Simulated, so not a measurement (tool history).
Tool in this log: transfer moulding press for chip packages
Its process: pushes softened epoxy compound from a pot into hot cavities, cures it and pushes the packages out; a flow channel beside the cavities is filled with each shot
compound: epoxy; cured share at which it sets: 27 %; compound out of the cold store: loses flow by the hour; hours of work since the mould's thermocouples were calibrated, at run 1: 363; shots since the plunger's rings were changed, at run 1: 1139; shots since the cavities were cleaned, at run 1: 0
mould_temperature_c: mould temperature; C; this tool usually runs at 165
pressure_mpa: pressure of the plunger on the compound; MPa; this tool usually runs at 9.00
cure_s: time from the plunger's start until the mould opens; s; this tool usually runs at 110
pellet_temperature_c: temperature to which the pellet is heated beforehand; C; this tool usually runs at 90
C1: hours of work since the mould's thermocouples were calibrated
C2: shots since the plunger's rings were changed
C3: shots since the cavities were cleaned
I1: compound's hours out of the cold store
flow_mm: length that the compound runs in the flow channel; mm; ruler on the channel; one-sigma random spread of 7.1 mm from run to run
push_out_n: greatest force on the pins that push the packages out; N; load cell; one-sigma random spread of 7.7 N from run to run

Run 1, day 0.000: usual settings; C1 363; C2 1139; C3 0; I1 19.1. Result: flow_mm 959 mm, push_out_n 349 N.
Run 2, day 1.288: usual settings but pressure_mpa 9.52 MPa; C1 386; C2 1531; C3 392; I1 21.7. Result: flow_mm 967 mm, push_out_n 451 N.
Run 3, day 2.950: usual settings but pressure_mpa 9.52 MPa; C1 416; C2 2037; C3 898; I1 25.4. Result: flow_mm 932 mm, push_out_n 518 N.
At day 3.533: cavities cleaned with cleaning compound and waxed.
Run 4, day 5.238: usual settings but mould_temperature_c 170 C; C1 456; C2 2715; C3 519; I1 8.0. Result: flow_mm 987 mm, push_out_n 389 N.
Run 5, day 6.771: usual settings but mould_temperature_c 170 C; C1 483; C2 3182; C3 986; I1 13.7. Result: flow_mm 951 mm, push_out_n 420 N.
At day 7.021: cavities cleaned with cleaning compound and waxed.
Run 6, day 8.438: usual settings but mould_temperature_c 170 C; C1 512; C2 3670; C3 432; I1 23.1. Result: flow_mm 870 mm, push_out_n 383 N.
Run 7, day 9.688: usual settings; C1 534; C2 4051; C3 813; I1 35.7. Result: flow_mm 811 mm, push_out_n 517 N.
At day 10.433: cavities cleaned with cleaning compound and waxed.
Run 8, day 12.096: usual settings but mould_temperature_c 163 C; C1 576; C2 4765; C3 505; I1 13.7. Result: flow_mm 946 mm, push_out_n 577 N.
At day 13.929: cavities cleaned with cleaning compound and waxed.
Run 9, day 14.679: usual settings; C1 622; C2 5533; C3 228; I1 24.4. Result: flow_mm 859 mm, push_out_n 449 N.
Run 10, day 16.038: usual settings but mould_temperature_c 158 C; C1 646; C2 5947; C3 642; I1 31.2. Result: flow_mm 814 mm, push_out_n 841 N.
At day 17.354: cavities cleaned with cleaning compound and waxed.
At day 18.217: plunger's sealing rings changed.
Run 11, day 18.354: usual settings but mould_temperature_c 158 C; C1 684; C2 43; C3 273; I1 20.2. Result: flow_mm 1021 mm, push_out_n 782 N.
Run 12, day 20.092: usual settings but cure_s 99 s; C1 716; C2 572; C3 802; I1 9.5. Result: flow_mm 1046 mm, push_out_n 707 N.
At day 20.892: cavities cleaned with cleaning compound and waxed.
Run 13, day 22.900: usual settings but cure_s 99 s; C1 765; C2 1407; C3 610; I1 42.7. Result: flow_mm 804 mm, push_out_n 597 N.
At day 24.321: cavities cleaned with cleaning compound and waxed.
Run 14, day 24.746: usual settings but pellet_temperature_c 83 C; C1 797; C2 1951; C3 130; I1 10.6. Result: flow_mm 1015 mm, push_out_n 441 N.
At day 26.346: mould's thermocouples calibrated.
Run 15, day 26.692: usual settings but pellet_temperature_c 83 C; C1 6; C2 2519; C3 698; I1 28.2. Result: flow_mm 886 mm, push_out_n 557 N.
At day 27.783: cavities cleaned with cleaning compound and waxed.
Run 16, day 29.317: usual settings but pellet_temperature_c 83 C; C1 52; C2 3299; C3 468; I1 8.7. Result: flow_mm 996 mm, push_out_n 551 N.
Run 17, day 30.825: usual settings but pressure_mpa 8.63 MPa, pellet_temperature_c 81 C; C1 79; C2 3759; C3 928; I1 39.7. Result: flow_mm 782 mm, push_out_n 527 N.
At day 31.300: cavities cleaned with cleaning compound and waxed.
Run 18, day 33.608: usual settings but mould_temperature_c 169 C; C1 128; C2 4586; C3 703; I1 27.0. Result: flow_mm 843 mm, push_out_n 426 N.
At day 34.875: cavities cleaned with cleaning compound and waxed.
Run 19, day 36.508: usual settings but mould_temperature_c 169 C; C1 179; C2 5451; C3 497; I1 27.7. Result: flow_mm 825 mm, push_out_n 392 N.
At day 38.379: cavities cleaned with cleaning compound and waxed.
Run 20, day 39.208: usual settings but mould_temperature_c 172 C, pellet_temperature_c 96 C; C1 226; C2 6254; C3 253; I1 44.1. Result: flow_mm 701 mm, push_out_n 331 N.
At day 40.338: plunger's sealing rings changed.
Run 21, day 40.871: usual settings but mould_temperature_c 173 C, pressure_mpa 7.75 MPa, cure_s 146 s, pellet_temperature_c 92 C; C1 254; C2 163; C3 728; I1 29.3. Result: flow_mm 825 mm, push_out_n 381 N.
At day 42.071: cavities cleaned with cleaning compound and waxed.
Run 22, day 42.617: usual settings but mould_temperature_c 173 C, pressure_mpa 7.75 MPa, cure_s 146 s, pellet_temperature_c 92 C; C1 284; C2 676; C3 167; I1 31.5. Result: flow_mm 801 mm, push_out_n 306 N.
At day 44.483: mould's thermocouples calibrated, once more.
Run 23, day 45.192: usual settings but mould_temperature_c 173 C, pressure_mpa 7.75 MPa, cure_s 146 s, pellet_temperature_c 92 C; C1 13; C2 1435; C3 926; I1 16.4. Result: flow_mm 876 mm, push_out_n 400 N.
At day 45.517: cavities cleaned with cleaning compound and waxed.
Run 24, day 47.946: usual settings but pellet_temperature_c 89 C; C1 61; C2 2254; C3 739; I1 19.4. Result: flow_mm 924 mm, push_out_n 518 N.
At day 49.075: cavities cleaned with cleaning compound and waxed.
Run 25, day 50.704: usual settings but pressure_mpa 7.56 MPa, cure_s 109 s; C1 109; C2 3076; C3 497; I1 31.1. Result: flow_mm 776 mm, push_out_n 455 N.
At day 52.671: cavities cleaned with cleaning compound and waxed.
Run 26, day 52.825: usual settings but pressure_mpa 7.56 MPa, cure_s 109 s, pellet_temperature_c 99 C; C1 146; C2 3702; C3 47; I1 42.8. Result: flow_mm 702 mm, push_out_n 360 N.
Run 27, day 54.554: usual settings but pressure_mpa 7.56 MPa, cure_s 109 s, pellet_temperature_c 99 C; C1 177; C2 4228; C3 573; I1 43.9. Result: flow_mm 686 mm, push_out_n 472 N.

3 ways to go on from here, each from the tool as it stands after run 27. What would each give?
At day 56.162: cavities cleaned with cleaning compound and waxed.
Run A, day 57.567: usual settings but mould_temperature_c 163 C, pressure_mpa 10.63 MPa, cure_s 98 s, pellet_temperature_c 99 C; C1 230; C2 5127; C3 428; I1 15.6. Result: flow_mm ?, push_out_n ?.
At day 56.162: cavities cleaned with cleaning compound and waxed.
Run B, day 57.567: usual settings but pressure_mpa 10.63 MPa, cure_s 109 s, pellet_temperature_c 99 C; C1 230; C2 5127; C3 428; I1 25.7. Result: flow_mm ?, push_out_n ?.
At day 56.162: cavities cleaned with cleaning compound and waxed.
Run C, day 57.567: usual settings but pressure_mpa 9.92 MPa, cure_s 133 s, pellet_temperature_c 99 C; C1 230; C2 5127; C3 428; I1 20.4. Result: flow_mm ?, push_out_n ?.

run  flow_mm  push_out_n
  A      972         678
  B      906         460
  C      921         367
Stripped of hidden state, with their random variation kept, the same runs would have yielded:
run  flow_mm  push_out_n
  A     1086         495
  B     1013         338
  C     1030         273
